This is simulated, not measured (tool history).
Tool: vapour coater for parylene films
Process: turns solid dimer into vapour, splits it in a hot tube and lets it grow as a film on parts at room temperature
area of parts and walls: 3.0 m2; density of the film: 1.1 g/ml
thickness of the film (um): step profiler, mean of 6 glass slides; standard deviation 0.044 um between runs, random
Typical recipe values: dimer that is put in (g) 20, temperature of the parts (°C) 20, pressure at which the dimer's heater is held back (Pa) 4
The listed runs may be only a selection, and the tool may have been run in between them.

run	day	dimer that is put in (g)	temperature of the parts (°C)	pressure at which the dimer's heater is held back (Pa)	thickness of the film (um)
1	0	20	20	4	4.67
2	0.992	20	20	4	4.59
3	1.708	20	20	5.66	4.32
4	2.504	20	20	5.66	4.31
5	3.667	20	20	5.66	4.24
6	4.3	20	20	5.66	4.18
7	5.371	20	20	4	4.44
8	6.142	20	20	4	4.45
9	7.025	20	20	4	4.39
10	8.133	20	20	4	4.46
11	8.971	20	30	4	3.29
12	9.858	17	30	4	2.84
13	10.517	17	30	4	2.8
14	11.221	20	20	3.59	4.07
15	12.2	20	17	4	4.16
16	12.812	20	17	4	4.18
17	13.367	20	17	4	4.14
18	14.658	20	17	4	5.22
19	15.538	20	17	4	5.28
20	16.562	20	22	4	4.65
21	17.567	20	22	4	4.65
22	18.162	20	22	4	4.63
23	19.083	20	20	4	4.92
24	19.875	20	20	4	4.81
25	20.812	20	30	4.22	3.88
26	21.933	20	12	2.92	5.62
27	22.438	20	20	6.52	4.3
28	23.038	20	28	10.95	3.37
29	23.838	20	28	10.95	3.31
30	24.725	10	17	9.07	2.12
31	25.929	9	20	5.04	1.97
32	26.779	35	20	5.44	7.61
33	27.571	21	26	6.14	4
34	28.625	9	20	6.33	1.87
35	29.308	9	20	6.33	1.89
36	30.017	9	20	6.33	1.89
37	31.192	9	20	6.33	1.82
38	31.808	18	18	6.33	3.8
39	32.583	18	25	4	3.65
40	33.629	35	30	3.51	6.55
41	34.929	35	30	3.51	7.31
42	35.454	11	20	2.35	2.97
43	36.175	10	21	2.35	2.67
44	36.888	20	21	2.35	5.32
45	37.933	20	21	2.35	5.26
46	38.896	20	21	2.35	5.3
47	39.575	25	14	4.77	6.57
48	40.188	31	17	2.95	8.41

Withheld: 3 entries from between the runs. Position of each, and hidden state at the listed run before versus the listed run after:
Run 10 -> run 11: trap's valve overhauled (day 8.829)
  vapour lost through the trap's worn valve, %: 11.1 -> 18.5; true temperature of the parts over the reading, C: -0.54 -> -0.55
  what was measured, less what the result would be without the hidden state, thickness of the film (um): -0.5 -> -0.71
Run 17 -> run 18: trap's valve overhauled, once more (day 14.546)
  vapour lost through the trap's worn valve, %: 20.9 -> 0.2; true temperature of the parts over the reading, C: -0.61 -> -0.62
  what was measured, less what the result would be without the hidden state, thickness of the film (um): -1.03 -> +0.05
Run 40 -> run 41: trap's valve overhauled (day 33.967)
  vapour lost through the trap's worn valve, %: 10.9 -> 0.9; true temperature of the parts over the reading, C: -0.86 -> -0.88
  what was measured, less what the result would be without the hidden state, thickness of the film (um): -0.68 -> +0.05
